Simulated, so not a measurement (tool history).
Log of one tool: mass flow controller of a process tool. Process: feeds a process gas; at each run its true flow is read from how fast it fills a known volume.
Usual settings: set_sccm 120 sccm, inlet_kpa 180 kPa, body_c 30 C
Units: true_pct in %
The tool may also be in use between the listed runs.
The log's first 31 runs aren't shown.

| run | day | set_sccm | inlet_kpa | body_c | hours of work since the controller was set to zero | hours of work since the controller was changed | true_pct |
|---|---|---|---|---|---|---|---|
| 32 | 89.971 | 87 | 180 | 22 | 1772 | 1772 | 97.04 |
| 33 | 92.133 | 87 | 180 | 22 | 1788 | 1788 | 96.82 |
| 34 | 95.233 | 87 | 180 | 22 | 1810 | 1810 | 96.6 |
| 35 | 99.221 | 120 | 199 | 37 | 1839 | 1839 | 95.77 |
| 36 | 103.204 | 45 | 147 | 28 | 1868 | 1868 | 95.07 |
| 37 | 106.688 | 143 | 147 | 28 | 1894 | 1894 | 96.14 |
| 38 | 110.788 | 27 | 214 | 31 | 1923 | 1923 | 94.63 |
| 39 | 112.867 | 27 | 214 | 31 | 1938 | 1938 | 94.61 |
| 40 | 116.6 | 83 | 152 | 31 | 1966 | 1966 | 94.56 |
| 41 | 120.679 | 27 | 182 | 23 | 1995 | 1995 | 94.74 |
| 42 | 122.621 | 27 | 182 | 23 | 2009 | 2009 | 94.43 |
| 43 | 125.796 | 27 | 182 | 23 | 2032 | 2032 | 94.2 |

The next listed run, before its measurement:
| 44 | 128.733 | 61 | 273 | 30 | 2054 | 2054 | ? |

true_pct: 94.72 %
Without the tool's hidden state the same run would have given true_pct 98.29 %.
